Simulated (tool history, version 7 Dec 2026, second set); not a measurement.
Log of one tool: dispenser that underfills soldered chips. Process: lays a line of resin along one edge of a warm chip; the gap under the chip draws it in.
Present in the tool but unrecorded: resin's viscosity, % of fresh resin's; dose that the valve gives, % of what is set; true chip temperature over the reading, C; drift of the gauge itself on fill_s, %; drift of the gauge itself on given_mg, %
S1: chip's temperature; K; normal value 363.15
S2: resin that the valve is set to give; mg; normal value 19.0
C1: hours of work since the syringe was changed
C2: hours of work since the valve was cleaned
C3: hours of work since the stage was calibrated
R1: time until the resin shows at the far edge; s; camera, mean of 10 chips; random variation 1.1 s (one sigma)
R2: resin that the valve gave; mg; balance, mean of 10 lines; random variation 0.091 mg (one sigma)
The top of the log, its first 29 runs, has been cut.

{"hour": 170.9, "done": "new syringe of resin"}
{"run": 30, "hour": 173.7, "S1": 354.15, "S2": 18.0, "C1": 2, "C2": 8, "C3": 305, "R1": 168.7, "R2": 17.91}
{"run": 31, "hour": 177.8, "S1": 372.15, "S2": 17.6, "C1": 5, "C2": 10, "C3": 308, "R1": 103.6, "R2": 17.52}
{"hour": 183.7, "done": "new syringe of resin"}
{"run": 32, "hour": 184.8, "S1": 372.15, "S2": 17.6, "C1": 1, "C2": 15, "C3": 312, "R1": 82.9, "R2": 17.52}
{"run": 33, "hour": 192.0, "S1": 372.15, "S2": 18.7, "C1": 6, "C2": 20, "C3": 317, "R1": 108.1, "R2": 18.36}
{"hour": 196.5, "done": "new syringe of resin"}
{"run": 34, "hour": 196.5, "S1": 376.15, "S2": 19.1, "C1": 0, "C2": 23, "C3": 320, "R1": 65.7, "R2": 18.86}
{"run": 35, "hour": 200.9, "S1": 367.15, "S2": 23.7, "C1": 3, "C2": 26, "C3": 323, "R1": 106.3, "R2": 23.45}
{"run": 36, "hour": 208.4, "S1": 372.15, "S2": 16.8, "C1": 8, "C2": 31, "C3": 328, "R1": 128.6, "R2": 16.37}
{"hour": 209.4, "done": "new syringe of resin"}
{"run": 37, "hour": 214.6, "S1": 371.15, "S2": 19.0, "C1": 3, "C2": 35, "C3": 332, "R1": 99.0, "R2": 18.44}

Here are 3 independent what-if runs from the current tool condition. What would each one return?
{"run": "A", "hour": 220.6, "S1": 363.15, "S2": 17.9, "C1": 8, "C2": 39, "C3": 336, "R1": "?", "R2": "?"}
{"run": "B", "hour": 220.6, "S1": 360.15, "S2": 17.3, "C1": 8, "C2": 39, "C3": 336, "R1": "?", "R2": "?"}
{"run": "C", "hour": 220.6, "S1": 363.15, "S2": 16.2, "C1": 8, "C2": 39, "C3": 336, "R1": "?", "R2": "?"}

run=A R1=175.9 R2=17.24
run=B R1=195.2 R2=16.43
run=C R1=173.7 R2=15.51
Take away the tool's hidden state, keep each run's random variation, and the runs would have read:
run=A R1=107.1 R2=17.89
run=B R1=118.7 R2=17.05
run=C R1=105.2 R2=16.09
